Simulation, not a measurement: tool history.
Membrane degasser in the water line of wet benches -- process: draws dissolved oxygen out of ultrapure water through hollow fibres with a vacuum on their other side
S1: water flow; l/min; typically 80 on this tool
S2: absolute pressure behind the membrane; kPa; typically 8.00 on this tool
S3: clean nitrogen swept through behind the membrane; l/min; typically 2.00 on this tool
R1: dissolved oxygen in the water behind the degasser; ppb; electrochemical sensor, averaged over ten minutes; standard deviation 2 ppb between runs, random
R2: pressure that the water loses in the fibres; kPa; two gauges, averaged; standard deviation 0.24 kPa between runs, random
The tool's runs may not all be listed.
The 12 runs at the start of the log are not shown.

run 13 hour=1244.7 | S1=108 S2=10.59 S3=2.10 | R1=696.2 R2=86.11
run 14 hour=1358.1 | S1=80 S2=8.00 S3=2.00 | R1=377.9 R2=63.90
run 15 hour=1456.8 | S1=80 S2=8.00 S3=2.00 | R1=374.4 R2=63.81
run 16 hour=1567.6 | S1=80 S2=8.00 S3=2.00 | R1=380.6 R2=63.46
run 17 hour=1670.6 | S1=89 S2=8.00 S3=0.87 | R1=720.2 R2=70.79
run 18 hour=1756.7 | S1=66 S2=5.90 S3=1.30 | R1=260.5 R2=53.26
run 19 hour=1822.7 | S1=122 S2=7.28 S3=2.00 | R1=459.1 R2=97.57
-- hour=1850.0 vacuum gauge calibrated
run 20 hour=1924.4 | S1=109 S2=15.29 S3=2.70 | R1=906.5 R2=87.41
run 21 hour=2027.5 | S1=106 S2=18.59 S3=1.06 | R1=1989.9 R2=85.27
run 22 hour=2129.4 | S1=106 S2=5.09 S3=1.06 | R1=303.1 R2=85.10
run 23 hour=2255.5 | S1=62 S2=12.54 S3=1.26 | R1=811.3 R2=49.88
run 24 hour=2352.2 | S1=62 S2=12.54 S3=1.26 | R1=814.9 R2=49.78
run 25 hour=2450.8 | S1=62 S2=12.54 S3=1.26 | R1=821.7 R2=49.48
run 26 hour=2588.0 | S1=80 S2=16.40 S3=2.35 | R1=854.2 R2=64.43
run 27 hour=2685.7 | S1=80 S2=16.40 S3=2.35 | R1=845.7 R2=64.05
run 28 hour=2826.4 | S1=80 S2=8.43 S3=1.16 | R1=602.8 R2=64.32
run 29 hour=2926.9 | S1=88 S2=9.58 S3=3.94 | R1=311.8 R2=70.64
run 30 hour=3052.4 | S1=100 S2=15.06 S3=2.24 | R1=954.3 R2=80.34
run 31 hour=3144.6 | S1=99 S2=15.06 S3=3.86 | R1=629.5 R2=79.83

Predict each of these 5 candidate next runs independently; none follows another, all start after run 31:
run A hour=3285.5 | S1=117 S2=10.74 S3=3.92 | R1=? R2=?
run B hour=3285.5 | S1=80 S2=19.57 S3=1.85 | R1=? R2=?
run C hour=3285.5 | S1=80 S2=12.50 S3=2.00 | R1=? R2=?
run D hour=3285.5 | S1=99 S2=7.29 S3=3.86 | R1=? R2=?
run E hour=3285.5 | S1=51 S2=9.77 S3=3.14 | R1=? R2=?

run=A R1=475.5 R2=94.53
run=B R1=1234.4 R2=64.26
run=C R1=700.8 R2=64.51
run=D R1=235.6 R2=79.53
run=E R1=239.5 R2=41.48
Had the tool no hidden state, the same runs would have come out as:
run=A R1=475.4 R2=93.14
run=B R1=1234.3 R2=63.31
run=C R1=700.7 R2=63.55
run=D R1=235.5 R2=78.35
run=E R1=239.4 R2=40.87
